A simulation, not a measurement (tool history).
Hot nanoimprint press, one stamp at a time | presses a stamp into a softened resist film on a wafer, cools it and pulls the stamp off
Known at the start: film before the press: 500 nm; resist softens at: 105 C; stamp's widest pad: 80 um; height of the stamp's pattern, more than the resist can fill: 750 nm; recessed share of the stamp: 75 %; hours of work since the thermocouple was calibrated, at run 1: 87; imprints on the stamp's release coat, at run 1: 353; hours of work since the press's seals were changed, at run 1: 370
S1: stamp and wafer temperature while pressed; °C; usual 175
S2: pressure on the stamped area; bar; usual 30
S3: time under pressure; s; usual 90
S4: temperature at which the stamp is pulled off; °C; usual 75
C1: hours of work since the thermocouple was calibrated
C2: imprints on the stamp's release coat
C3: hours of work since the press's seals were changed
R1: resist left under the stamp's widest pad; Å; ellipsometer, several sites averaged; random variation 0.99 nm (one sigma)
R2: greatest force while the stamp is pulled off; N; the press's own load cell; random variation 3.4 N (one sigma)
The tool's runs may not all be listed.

| run | day | S1 | S2 | S3 | S4 | C1 | C2 | C3 | R1 | R2 |
|---|---|---|---|---|---|---|---|---|---|---|
| 1 | 0 | 175 | 30 | 90 | 75 | 87 | 353 | 370 | 2320 | 175 |
| 2 | 0.483 | 175 | 30 | 90 | 75 | 96 | 412 | 379 | 2298 | 173 |
| 3 | 0.917 | 175 | 30 | 90 | 75 | 103 | 465 | 387 | 2313 | 183 |
| 4 | 1.233 | 181 | 30 | 90 | 75 | 109 | 504 | 392 | 1725 | 182 |
| 5 | 1.779 | 167 | 30 | 90 | 75 | 119 | 571 | 402 | 3280 | 189 |
| 6 | 2.079 | 167 | 30 | 75 | 75 | 124 | 607 | 407 | 3419 | 192 |
| 7 | 2.504 | 167 | 30 | 75 | 75 | 132 | 660 | 415 | 3433 | 189 |
| 8 | 3.071 | 175 | 30 | 90 | 67 | 141 | 729 | 425 | 2295 | 215 |
| 9 | 3.646 | 175 | 47.6 | 90 | 75 | 152 | 799 | 435 | 1867 | 201 |
| 10 | 4.15 | 175 | 47.6 | 90 | 75 | 161 | 861 | 444 | 1879 | 201 |
| 11 | 4.712 | 175 | 30 | 90 | 75 | 171 | 930 | 454 | 2292 | 209 |
| 12 | 5.079 | 175 | 30 | 90 | 75 | 177 | 974 | 460 | 2298 | 202 |
| 13 | 5.646 | 175 | 30 | 90 | 75 | 187 | 1044 | 470 | 2285 | 212 |
| 14 | 6.188 | 175 | 30 | 90 | 75 | 197 | 1110 | 480 | 2288 | 216 |
| 15 | 6.804 | 175 | 30 | 90 | 75 | 208 | 1186 | 491 | 2303 | 221 |
| 16 | 7.425 | 175 | 30 | 90 | 75 | 219 | 1262 | 502 | 2275 | 208 |
| 17 | 7.792 | 175 | 30 | 90 | 75 | 225 | 1307 | 508 | 2282 | 221 |
| 18 | 8.158 | 175 | 47.4 | 90 | 74 | 232 | 1351 | 515 | 1855 | 220 |
| 19 | 8.762 | 175 | 24.5 | 140 | 75 | 242 | 1425 | 526 | 2115 | 221 |
| 20 | 9.183 | 182 | 30 | 90 | 75 | 250 | 1477 | 533 | 1637 | 229 |
| 21 | 9.583 | 165 | 30 | 90 | 63 | 257 | 1526 | 540 | 3506 | 280 |
| 22 | 10.242 | 175 | 30 | 177 | 75 | 268 | 1606 | 552 | 1761 | 224 |
|  | 10.842 | stamp cleaned and given a new release coat |
| 23 | 10.879 | 175 | 30 | 177 | 75 | 275 | 5 | 559 | 1756 | 167 |
| 24 | 11.488 | 181 | 23.8 | 90 | 75 | 286 | 79 | 569 | 1918 | 170 |
| 25 | 11.933 | 182 | 25.6 | 90 | 75 | 294 | 134 | 577 | 1759 | 162 |
| 26 | 12.233 | 181 | 46.6 | 90 | 74 | 299 | 170 | 583 | 1375 | 167 |
| 27 | 12.842 | 170 | 30 | 52 | 73 | 310 | 245 | 593 | 3342 | 177 |
| 28 | 13.425 | 175 | 26.7 | 132 | 75 | 321 | 317 | 604 | 2062 | 178 |
| 29 | 13.862 | 165 | 45.4 | 129 | 75 | 328 | 370 | 612 | 2725 | 175 |
| 30 | 14.167 | 165 | 45.4 | 129 | 75 | 334 | 407 | 617 | 2731 | 182 |
| 31 | 14.696 | 164 | 20.8 | 90 | 75 | 343 | 472 | 626 | 3938 | 192 |

Forecast each of these 3 alternatives for the next run:
|  | 15.117 | plate thermocouple calibrated |
| A | 15.225 | 175 | 30 | 80 | 68 | 2 | 522 | 633 | ? | ? |
|  | 15.117 | plate thermocouple calibrated |
| B | 15.225 | 167 | 20.8 | 90 | 75 | 2 | 522 | 633 | ? | ? |
|  | 15.117 | plate thermocouple calibrated |
| C | 15.225 | 164 | 20.8 | 76 | 75 | 2 | 522 | 633 | ? | ? |

| run | R1 | R2 |
|---|---|---|
| A | 2438 | 213 |
| B | 3687 | 188 |
| C | 4136 | 191 |
Without the tool's hidden state the same runs would have given:
| run | R1 | R2 |
|---|---|---|
| A | 2403 | 188 |
| B | 3675 | 165 |
| C | 4128 | 168 |
